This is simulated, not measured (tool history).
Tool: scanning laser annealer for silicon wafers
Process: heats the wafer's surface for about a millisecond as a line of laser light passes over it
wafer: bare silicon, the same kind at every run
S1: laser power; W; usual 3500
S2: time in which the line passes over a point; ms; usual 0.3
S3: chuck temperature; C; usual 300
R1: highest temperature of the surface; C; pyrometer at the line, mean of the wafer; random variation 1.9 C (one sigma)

{"run": 1, "day": 0.0, "S1": 3500, "S2": 0.3, "S3": 300, "R1": 1101}
{"run": 2, "day": 2.925, "S1": 3500, "S2": 0.3, "S3": 300, "R1": 1106}
{"run": 3, "day": 5.679, "S1": 3500, "S2": 0.3, "S3": 300, "R1": 1100}
{"run": 4, "day": 8.958, "S1": 3500, "S2": 0.3, "S3": 300, "R1": 1102}
{"run": 5, "day": 12.604, "S1": 3500, "S2": 0.3, "S3": 300, "R1": 1097}
{"run": 6, "day": 15.008, "S1": 3500, "S2": 0.3, "S3": 300, "R1": 1094}
{"run": 7, "day": 17.25, "S1": 3500, "S2": 0.268, "S3": 300, "R1": 1052}
{"run": 8, "day": 20.95, "S1": 3500, "S2": 0.268, "S3": 300, "R1": 1053}
{"run": 9, "day": 24.579, "S1": 3500, "S2": 0.268, "S3": 300, "R1": 1051}
{"run": 10, "day": 27.338, "S1": 3500, "S2": 0.3, "S3": 300, "R1": 1092}
{"run": 11, "day": 31.388, "S1": 3500, "S2": 0.3, "S3": 300, "R1": 1090}
{"run": 12, "day": 33.65, "S1": 3500, "S2": 0.3, "S3": 300, "R1": 1086}
{"run": 13, "day": 35.375, "S1": 3500, "S2": 0.223, "S3": 300, "R1": 982}
{"day": 35.625, "done": "window over the wafer cleaned"}
{"run": 14, "day": 39.496, "S1": 3448, "S2": 0.268, "S3": 313, "R1": 1040}
{"run": 15, "day": 42.196, "S1": 3776, "S2": 0.26, "S3": 313, "R1": 1109}
{"run": 16, "day": 45.092, "S1": 3120, "S2": 0.281, "S3": 313, "R1": 968}
{"run": 17, "day": 48.617, "S1": 3484, "S2": 0.307, "S3": 292, "R1": 1072}
{"run": 18, "day": 52.612, "S1": 3777, "S2": 0.307, "S3": 292, "R1": 1148}
{"day": 53.962, "done": "window over the wafer cleaned, once more"}
{"run": 19, "day": 54.342, "S1": 3710, "S2": 0.277, "S3": 280, "R1": 1113}
{"run": 20, "day": 56.271, "S1": 3833, "S2": 0.233, "S3": 272, "R1": 1069}
{"run": 21, "day": 58.467, "S1": 3244, "S2": 0.231, "S3": 313, "R1": 962}
{"run": 22, "day": 62.004, "S1": 3244, "S2": 0.231, "S3": 313, "R1": 960}

4 ways to go on from here, each from the tool as it stands after run 22. What would each give?
{"run": "A", "day": 65.504, "S1": 3159, "S2": 0.3, "S3": 339, "R1": "?"}
{"run": "B", "day": 65.504, "S1": 3244, "S2": 0.374, "S3": 269, "R1": "?"}
{"run": "C", "day": 65.504, "S1": 3425, "S2": 0.231, "S3": 278, "R1": "?"}
{"run": "D", "day": 65.504, "S1": 3338, "S2": 0.3, "S3": 300, "R1": "?"}

run=A R1=1045
run=B R1=1074
run=C R1=967
run=D R1=1055
Without the tool's hidden state the same runs would have given:
run=A R1=1053
run=B R1=1084
run=C R1=975
run=D R1=1064

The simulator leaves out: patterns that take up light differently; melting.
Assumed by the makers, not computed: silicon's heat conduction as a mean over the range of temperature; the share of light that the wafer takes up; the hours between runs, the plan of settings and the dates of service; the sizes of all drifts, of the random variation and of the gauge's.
